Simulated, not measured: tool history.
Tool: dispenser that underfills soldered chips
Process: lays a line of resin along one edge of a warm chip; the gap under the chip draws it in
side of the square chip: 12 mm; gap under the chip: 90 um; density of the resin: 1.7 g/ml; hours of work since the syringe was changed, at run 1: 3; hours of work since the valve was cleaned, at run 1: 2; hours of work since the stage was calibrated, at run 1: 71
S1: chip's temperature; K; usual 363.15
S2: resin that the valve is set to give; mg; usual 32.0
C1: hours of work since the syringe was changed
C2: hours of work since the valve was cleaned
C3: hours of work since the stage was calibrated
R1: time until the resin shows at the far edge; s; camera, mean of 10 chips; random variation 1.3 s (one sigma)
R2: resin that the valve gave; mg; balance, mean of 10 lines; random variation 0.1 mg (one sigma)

run 1 day=0.000 | S1=363.15 S2=32.0 | C1=3 C2=2 C3=71 | R1=151.3 R2=31.98
run 2 day=0.158 | S1=363.15 S2=32.0 | C1=6 C2=4 C3=73 | R1=176.2 R2=31.91
-- day=0.258 new syringe of resin
run 3 day=0.292 | S1=363.15 S2=38.3 | C1=1 C2=6 C3=75 | R1=121.1 R2=38.29
run 4 day=0.496 | S1=363.15 S2=32.0 | C1=4 C2=10 C3=79 | R1=157.6 R2=31.75
-- day=0.700 new syringe of resin
run 5 day=0.708 | S1=362.15 S2=32.0 | C1=0 C2=13 C3=82 | R1=128.4 R2=31.83
run 6 day=0.938 | S1=362.15 S2=32.0 | C1=4 C2=17 C3=86 | R1=164.1 R2=31.65
run 7 day=1.058 | S1=367.15 S2=32.0 | C1=6 C2=19 C3=88 | R1=149.8 R2=31.60
-- day=1.150 new syringe of resin
run 8 day=1.254 | S1=359.15 S2=32.0 | C1=2 C2=22 C3=91 | R1=164.2 R2=31.52
run 9 day=1.438 | S1=359.15 S2=32.0 | C1=5 C2=25 C3=94 | R1=195.0 R2=31.43
-- day=1.596 new syringe of resin
run 10 day=1.625 | S1=359.15 S2=32.0 | C1=1 C2=28 C3=97 | R1=146.9 R2=31.45
run 11 day=1.721 | S1=359.15 S2=32.0 | C1=2 C2=30 C3=99 | R1=164.5 R2=31.49
run 12 day=1.908 | S1=359.15 S2=32.0 | C1=5 C2=33 C3=102 | R1=204.6 R2=31.40
-- day=2.038 new syringe of resin
run 13 day=2.125 | S1=372.15 S2=32.0 | C1=1 C2=36 C3=105 | R1=88.4 R2=31.23
run 14 day=2.321 | S1=363.15 S2=32.0 | C1=5 C2=39 C3=109 | R1=167.0 R2=31.28
-- day=2.479 new syringe of resin
run 15 day=2.504 | S1=375.15 S2=32.0 | C1=0 C2=42 C3=112 | R1=69.7 R2=31.26
run 16 day=2.654 | S1=363.15 S2=33.0 | C1=3 C2=45 C3=114 | R1=142.9 R2=32.12
run 17 day=2.758 | S1=363.15 S2=32.0 | C1=5 C2=47 C3=116 | R1=161.6 R2=30.99
-- day=2.925 new syringe of resin
run 18 day=2.962 | S1=363.15 S2=32.0 | C1=1 C2=50 C3=119 | R1=125.8 R2=30.98
run 19 day=3.133 | S1=363.15 S2=32.0 | C1=4 C2=53 C3=122 | R1=152.3 R2=30.80
run 20 day=3.271 | S1=351.15 S2=32.0 | C1=6 C2=55 C3=124 | R1=307.2 R2=30.89
-- day=3.379 new syringe of resin
-- day=3.433 dispensing valve cleaned and set on the balance
run 21 day=3.529 | S1=371.15 S2=28.3 | C1=2 C2=2 C3=128 | R1=95.3 R2=28.39
run 22 day=3.754 | S1=350.15 S2=33.2 | C1=6 C2=5 C3=131 | R1=319.8 R2=33.01
-- day=3.867 new syringe of resin
run 23 day=3.867 | S1=373.15 S2=33.2 | C1=0 C2=7 C3=133 | R1=78.5 R2=32.99
run 24 day=4.012 | S1=373.15 S2=33.2 | C1=2 C2=10 C3=136 | R1=91.0 R2=33.11
run 25 day=4.250 | S1=373.15 S2=40.6 | C1=6 C2=14 C3=139 | R1=114.6 R2=40.01
-- day=4.304 new syringe of resin
run 26 day=4.425 | S1=373.15 S2=40.6 | C1=2 C2=16 C3=142 | R1=84.6 R2=40.04
run 27 day=4.592 | S1=373.15 S2=40.6 | C1=5 C2=19 C3=145 | R1=103.1 R2=40.07
-- day=4.750 new syringe of resin
run 28 day=4.825 | S1=373.15 S2=40.6 | C1=1 C2=23 C3=149 | R1=80.6 R2=39.92
run 29 day=4.962 | S1=353.15 S2=28.3 | C1=4 C2=25 C3=151 | R1=243.7 R2=27.86
run 30 day=5.129 | S1=375.15 S2=41.3 | C1=6 C2=28 C3=154 | R1=100.4 R2=40.48
-- day=5.200 new syringe of resin
run 31 day=5.296 | S1=375.15 S2=41.3 | C1=2 C2=30 C3=156 | R1=73.2 R2=40.36
run 32 day=5.417 | S1=358.15 S2=31.9 | C1=4 C2=32 C3=158 | R1=184.7 R2=31.29
run 33 day=5.546 | S1=350.15 S2=38.7 | C1=6 C2=35 C3=161 | R1=314.3 R2=37.89
-- day=5.638 new syringe of resin
run 34 day=5.721 | S1=367.15 S2=32.2 | C1=1 C2=37 C3=163 | R1=108.1 R2=31.30
run 35 day=5.908 | S1=367.15 S2=33.9 | C1=5 C2=41 C3=167 | R1=131.3 R2=32.77
-- day=6.075 new syringe of resin
run 36 day=6.129 | S1=367.15 S2=33.9 | C1=1 C2=44 C3=170 | R1=103.6 R2=33.02

Hidden state or all else? Some run-to-run changes of R1, split into what the settings, what came in and random variation would give without the hidden state, and what is left for the hidden state (with any gauge scatter that isn't in both results):
The hidden state here: resin's viscosity, % of fresh resin's; dose that the valve gives, % of what is set; true chip temperature over the reading, C; drift of the gauge itself on fill_s, %; drift of the gauge itself on given_mg, %.
Run 20 -> 21: S1 351.15 -> 371.15, S2 32.0 -> 28.3, new syringe of resin, dispensing valve cleaned and set on the balance. R1 -211.9 s: hidden state -81.7, all else -130.2.
Run 21 -> 22: S1 371.15 -> 350.15, S2 28.3 -> 33.2. R1 +224.5 s: hidden state +80.5, all else +144.0.
Run 22 -> 23: S1 350.15 -> 373.15, new syringe of resin. R1 -241.3 s: hidden state -88.9, all else -152.4.

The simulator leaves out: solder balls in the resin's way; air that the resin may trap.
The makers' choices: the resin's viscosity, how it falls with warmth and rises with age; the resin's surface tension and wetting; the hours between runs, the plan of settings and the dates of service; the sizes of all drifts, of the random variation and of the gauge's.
